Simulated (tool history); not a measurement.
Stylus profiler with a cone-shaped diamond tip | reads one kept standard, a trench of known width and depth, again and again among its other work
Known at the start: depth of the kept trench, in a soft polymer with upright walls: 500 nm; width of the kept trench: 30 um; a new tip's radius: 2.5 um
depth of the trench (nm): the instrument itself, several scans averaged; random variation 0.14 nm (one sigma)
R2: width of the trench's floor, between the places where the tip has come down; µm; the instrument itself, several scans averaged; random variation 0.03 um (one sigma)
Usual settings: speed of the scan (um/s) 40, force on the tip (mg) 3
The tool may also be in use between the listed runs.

run 1 hour=0 | speed_of_the_scan_(um/s)=40 force_on_the_tip_(mg)=3 | depth_of_the_trench_(nm)=510.04 R2=26.21
run 2 hour=49.5 | speed_of_the_scan_(um/s)=40 force_on_the_tip_(mg)=3 | depth_of_the_trench_(nm)=510.21 R2=26.22
run 3 hour=109 | speed_of_the_scan_(um/s)=40 force_on_the_tip_(mg)=3 | depth_of_the_trench_(nm)=509.62 R2=26.14
run 4 hour=185.3 | speed_of_the_scan_(um/s)=40 force_on_the_tip_(mg)=1.31 | depth_of_the_trench_(nm)=507.18 R2=26.11
run 5 hour=258.5 | speed_of_the_scan_(um/s)=40 force_on_the_tip_(mg)=1.31 | depth_of_the_trench_(nm)=507.17 R2=26.12
run 6 hour=339.5 | speed_of_the_scan_(um/s)=40 force_on_the_tip_(mg)=1.31 | depth_of_the_trench_(nm)=507.29 R2=26.04
run 7 hour=400.8 | speed_of_the_scan_(um/s)=12 force_on_the_tip_(mg)=3 | depth_of_the_trench_(nm)=510.4 R2=26.28
run 8 hour=485.1 | speed_of_the_scan_(um/s)=12 force_on_the_tip_(mg)=3 | depth_of_the_trench_(nm)=510.55 R2=26.25
run 9 hour=552.8 | speed_of_the_scan_(um/s)=12 force_on_the_tip_(mg)=3 | depth_of_the_trench_(nm)=510.46 R2=26.23
run 10 hour=590.9 | speed_of_the_scan_(um/s)=12 force_on_the_tip_(mg)=3 | depth_of_the_trench_(nm)=510.56 R2=26.23
run 11 hour=659.1 | speed_of_the_scan_(um/s)=11 force_on_the_tip_(mg)=3.99 | depth_of_the_trench_(nm)=512.07 R2=26.2
run 12 hour=745.1 | speed_of_the_scan_(um/s)=65 force_on_the_tip_(mg)=3.99 | depth_of_the_trench_(nm)=512 R2=26.03
run 13 hour=798.3 | speed_of_the_scan_(um/s)=65 force_on_the_tip_(mg)=3.99 | depth_of_the_trench_(nm)=512.23 R2=25.97
run 14 hour=884.6 | speed_of_the_scan_(um/s)=65 force_on_the_tip_(mg)=3.08 | depth_of_the_trench_(nm)=510.91 R2=25.93
run 15 hour=937.5 | speed_of_the_scan_(um/s)=113 force_on_the_tip_(mg)=3.08 | depth_of_the_trench_(nm)=511.06 R2=25.68

5 ways to go on from here, each from the tool as it stands after run 15. What would each give?
run A hour=979.4 | speed_of_the_scan_(um/s)=38 force_on_the_tip_(mg)=1.15 | depth_of_the_trench_(nm)=? R2=?
run B hour=979.4 | speed_of_the_scan_(um/s)=15 force_on_the_tip_(mg)=5.65 | depth_of_the_trench_(nm)=? R2=?
run C hour=979.4 | speed_of_the_scan_(um/s)=53 force_on_the_tip_(mg)=1.09 | depth_of_the_trench_(nm)=? R2=?
run D hour=979.4 | speed_of_the_scan_(um/s)=90 force_on_the_tip_(mg)=8.43 | depth_of_the_trench_(nm)=? R2=?
run E hour=979.4 | speed_of_the_scan_(um/s)=41 force_on_the_tip_(mg)=7.13 | depth_of_the_trench_(nm)=? R2=?

run=A depth_of_the_trench_(nm)=507.67 R2=25.91
run=B depth_of_the_trench_(nm)=514.59 R2=26.16
run=C depth_of_the_trench_(nm)=507.39 R2=25.8
run=D depth_of_the_trench_(nm)=517.79 R2=25.88
run=E depth_of_the_trench_(nm)=516.15 R2=26.16
Without the tool's hidden state the same runs would have given:
run=A depth_of_the_trench_(nm)=503.74 R2=26.68
run=B depth_of_the_trench_(nm)=510.61 R2=26.93
run=C depth_of_the_trench_(nm)=503.46 R2=26.57
run=D depth_of_the_trench_(nm)=513.79 R2=26.66
run=E depth_of_the_trench_(nm)=512.16 R2=26.93

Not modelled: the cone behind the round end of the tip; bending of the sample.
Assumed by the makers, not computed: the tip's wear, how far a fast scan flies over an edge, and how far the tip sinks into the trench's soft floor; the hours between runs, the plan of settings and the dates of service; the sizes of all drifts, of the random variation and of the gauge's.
